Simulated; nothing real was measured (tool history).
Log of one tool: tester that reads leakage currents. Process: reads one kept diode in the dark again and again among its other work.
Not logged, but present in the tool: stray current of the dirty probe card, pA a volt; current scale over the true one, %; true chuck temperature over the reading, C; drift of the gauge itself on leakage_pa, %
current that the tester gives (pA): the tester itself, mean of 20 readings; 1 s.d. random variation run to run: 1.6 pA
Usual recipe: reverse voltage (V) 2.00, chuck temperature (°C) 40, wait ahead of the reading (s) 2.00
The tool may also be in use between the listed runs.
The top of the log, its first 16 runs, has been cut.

| run | day | reverse voltage (V) | chuck temperature (°C) | wait ahead of the reading (s) | hours of work since the probe card was cleaned | hours of work since the tester was calibrated | hours of work since the chuck was calibrated | current that the tester gives (pA) |
|---|---|---|---|---|---|---|---|---|
|  | 94.800 | tester calibrated, once more |
| 17 | 99.029 | 15.78 | 40 | 2.00 | 512 | 50 | 1171 | 1017.94 |
| 18 | 107.000 | 15.78 | 40 | 2.00 | 606 | 145 | 1265 | 1016.46 |
| 19 | 113.500 | 2.00 | 58 | 0.89 | 683 | 222 | 1342 | 2270.93 |
| 20 | 118.338 | 15.26 | 40 | 0.65 | 741 | 279 | 1400 | 997.45 |
| 21 | 124.117 | 2.39 | 45 | 8.03 | 809 | 348 | 1468 | 836.76 |
| 22 | 128.425 | 2.39 | 21 | 3.93 | 860 | 399 | 1519 | 92.42 |
| 23 | 132.388 | 2.39 | 21 | 3.93 | 907 | 446 | 1566 | 91.70 |
| 24 | 137.396 | 1.25 | 22 | 0.56 | 967 | 505 | 1626 | 82.30 |
| 25 | 143.275 | 8.29 | 57 | 3.44 | 1036 | 575 | 1695 | 3329.91 |
| 26 | 148.833 | 8.29 | 57 | 3.44 | 1102 | 641 | 1761 | 3315.33 |
| 27 | 154.175 | 2.00 | 23 | 2.00 | 1166 | 704 | 1824 | 105.04 |
| 28 | 160.646 | 2.00 | 23 | 2.00 | 1242 | 781 | 1901 | 105.13 |
| 29 | 166.712 | 2.00 | 23 | 2.00 | 1314 | 853 | 1973 | 105.20 |
| 30 | 171.950 | 2.00 | 23 | 2.00 | 1376 | 915 | 2035 | 104.63 |
| 31 | 178.408 | 2.00 | 22 | 2.00 | 1453 | 991 | 2112 | 94.67 |
|  | 184.138 | chuck's temperature calibrated |
| 32 | 184.721 | 2.00 | 43 | 0.38 | 1527 | 1065 | 7 | 677.50 |
| 33 | 191.796 | 2.00 | 40 | 3.87 | 1611 | 1149 | 91 | 521.68 |
| 34 | 197.246 | 1.50 | 26 | 1.74 | 1675 | 1214 | 155 | 131.41 |
| 35 | 201.275 | 11.73 | 20 | 1.58 | 1723 | 1261 | 203 | 147.53 |
| 36 | 205.938 | 1.79 | 29 | 2.00 | 1778 | 1317 | 258 | 184.13 |

4 ways to go on from here, each from the tool as it stands after run 36. What would each give?
| A | 214.008 | 10.30 | 59 | 2.00 | 1874 | 1412 | 354 | ? |
| B | 214.008 | 1.79 | 29 | 0.77 | 1874 | 1412 | 354 | ? |
| C | 214.008 | 2.00 | 29 | 6.36 | 1874 | 1412 | 354 | ? |
| D | 214.008 | 16.53 | 29 | 2.00 | 1874 | 1412 | 354 | ? |

| run | current that the tester gives (pA) |
|---|---|
| A | 4246.03 |
| B | 183.31 |
| C | 191.04 |
| D | 383.93 |
With the hidden condition removed and each run's random variation left untouched, the same runs would have given:
| run | current that the tester gives (pA) |
|---|---|
| A | 4324.36 |
| B | 187.05 |
| C | 194.92 |
| D | 388.31 |

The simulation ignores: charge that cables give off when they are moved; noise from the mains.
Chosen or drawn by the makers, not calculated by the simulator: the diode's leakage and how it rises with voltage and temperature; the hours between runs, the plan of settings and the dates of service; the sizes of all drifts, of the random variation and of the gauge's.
